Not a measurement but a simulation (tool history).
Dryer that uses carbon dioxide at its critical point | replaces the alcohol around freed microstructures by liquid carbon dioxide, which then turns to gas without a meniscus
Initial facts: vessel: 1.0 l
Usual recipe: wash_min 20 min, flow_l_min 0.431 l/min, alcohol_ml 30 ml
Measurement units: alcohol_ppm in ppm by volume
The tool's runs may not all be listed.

{"run": 1, "hour": 0.0, "wash_min": 20, "flow_l_min": 0.431, "alcohol_ml": 30, "alcohol_ppm": 190}
{"run": 2, "hour": 48.3, "wash_min": 20, "flow_l_min": 0.431, "alcohol_ml": 111, "alcohol_ppm": 294}
{"run": 3, "hour": 113.3, "wash_min": 20, "flow_l_min": 0.322, "alcohol_ml": 111, "alcohol_ppm": 952}
{"run": 4, "hour": 147.2, "wash_min": 20, "flow_l_min": 0.322, "alcohol_ml": 111, "alcohol_ppm": 1030}
{"run": 5, "hour": 179.9, "wash_min": 20, "flow_l_min": 0.322, "alcohol_ml": 111, "alcohol_ppm": 736}
{"run": 6, "hour": 232.7, "wash_min": 20, "flow_l_min": 0.322, "alcohol_ml": 111, "alcohol_ppm": 822}
{"run": 7, "hour": 299.1, "wash_min": 20, "flow_l_min": 0.431, "alcohol_ml": 28, "alcohol_ppm": 244}
{"run": 8, "hour": 342.8, "wash_min": 20, "flow_l_min": 0.431, "alcohol_ml": 28, "alcohol_ppm": 256}
{"run": 9, "hour": 372.1, "wash_min": 20, "flow_l_min": 0.431, "alcohol_ml": 28, "alcohol_ppm": 268}
{"run": 10, "hour": 422.2, "wash_min": 20, "flow_l_min": 0.431, "alcohol_ml": 28, "alcohol_ppm": 250}
{"run": 11, "hour": 474.2, "wash_min": 20, "flow_l_min": 0.274, "alcohol_ml": 30, "alcohol_ppm": 616}
{"run": 12, "hour": 524.7, "wash_min": 23, "flow_l_min": 0.431, "alcohol_ml": 30, "alcohol_ppm": 243}
{"run": 13, "hour": 582.9, "wash_min": 23, "flow_l_min": 0.431, "alcohol_ml": 30, "alcohol_ppm": 255}
{"run": 14, "hour": 648.4, "wash_min": 26, "flow_l_min": 0.431, "alcohol_ml": 30, "alcohol_ppm": 251}
{"run": 15, "hour": 691.5, "wash_min": 26, "flow_l_min": 0.431, "alcohol_ml": 30, "alcohol_ppm": 15}
{"run": 16, "hour": 751.0, "wash_min": 26, "flow_l_min": 0.431, "alcohol_ml": 30, "alcohol_ppm": 18}
{"run": 17, "hour": 787.3, "wash_min": 26, "flow_l_min": 0.388, "alcohol_ml": 105, "alcohol_ppm": 59}
{"run": 18, "hour": 819.8, "wash_min": 29, "flow_l_min": 0.345, "alcohol_ml": 117, "alcohol_ppm": 82}
{"run": 19, "hour": 890.9, "wash_min": 23, "flow_l_min": 0.297, "alcohol_ml": 24, "alcohol_ppm": 131}
{"run": 20, "hour": 945.3, "wash_min": 18, "flow_l_min": 0.365, "alcohol_ml": 30, "alcohol_ppm": 203}
{"run": 21, "hour": 974.9, "wash_min": 20, "flow_l_min": 0.462, "alcohol_ml": 66, "alcohol_ppm": 101}
{"run": 22, "hour": 1021.9, "wash_min": 20, "flow_l_min": 0.462, "alcohol_ml": 66, "alcohol_ppm": 115}
{"run": 23, "hour": 1058.4, "wash_min": 14, "flow_l_min": 0.353, "alcohol_ml": 46, "alcohol_ppm": 840}
{"run": 24, "hour": 1125.5, "wash_min": 20, "flow_l_min": 0.316, "alcohol_ml": 44, "alcohol_ppm": 341}
{"run": 25, "hour": 1184.4, "wash_min": 16, "flow_l_min": 0.624, "alcohol_ml": 73, "alcohol_ppm": 129}
{"run": 26, "hour": 1240.8, "wash_min": 20, "flow_l_min": 0.431, "alcohol_ml": 24, "alcohol_ppm": 134}
{"run": 27, "hour": 1287.2, "wash_min": 14, "flow_l_min": 0.431, "alcohol_ml": 30, "alcohol_ppm": 323}
{"run": 28, "hour": 1356.3, "wash_min": 32, "flow_l_min": 0.5, "alcohol_ml": 113, "alcohol_ppm": 102}
{"run": 29, "hour": 1394.9, "wash_min": 32, "flow_l_min": 0.5, "alcohol_ml": 113, "alcohol_ppm": 98}

Not shown here: 7 entries made in the log between runs. Locate each between two listed runs and compare the hidden state at the listed run before it with the hidden state at the listed run after it:
Runs 4 to 5: inlet filter changed (hour 155.4)
  flow that reaches the vessel past the clogged filter, %: 90.9 -> 98.8; alcohol in the recycled carbon dioxide, ppm: 180.4 -> 185.3
  measured minus no-state result, alcohol_ppm: +506 -> +216 ppm by volume
Runs 9 to 10: inlet filter changed (hour 382.3)
  flow that reaches the vessel past the clogged filter, %: 90.6 -> 97.5; alcohol in the recycled carbon dioxide, ppm: 213.8 -> 220.7
  measured minus no-state result, alcohol_ppm: +232 -> +220 ppm by volume
Runs 13 to 14: inlet filter changed (hour 605.8)
  flow that reaches the vessel past the clogged filter, %: 90.6 -> 98; alcohol in the recycled carbon dioxide, ppm: 244.2 -> 254.6
  measured minus no-state result, alcohol_ppm: +246 -> +247 ppm by volume
Runs 14 to 15: purifier's bed changed (hour 675.6)
  flow that reaches the vessel past the clogged filter, %: 98 -> 96.4; alcohol in the recycled carbon dioxide, ppm: 254.6 -> 8.2
  measured minus no-state result, alcohol_ppm: +247 -> +5 ppm by volume
Runs 18 to 19: inlet filter changed (hour 832.2)
  flow that reaches the vessel past the clogged filter, %: 90.9 -> 97.2; alcohol in the recycled carbon dioxide, ppm: 26.7 -> 37.1
  measured minus no-state result, alcohol_ppm: +57 -> +47 ppm by volume
Runs 22 to 23: inlet filter changed (hour 1056.8)
  flow that reaches the vessel past the clogged filter, %: 91.5 -> 99.3; alcohol in the recycled carbon dioxide, ppm: 57.1 -> 61.9
  measured minus no-state result, alcohol_ppm: +82 -> +80 ppm by volume
Runs 26 to 27: inlet filter changed (hour 1279.6)
  flow that reaches the vessel past the clogged filter, %: 91.6 -> 99.3; alcohol in the recycled carbon dioxide, ppm: 90.5 -> 97.6
  measured minus no-state result, alcohol_ppm: +102 -> +102 ppm by volume
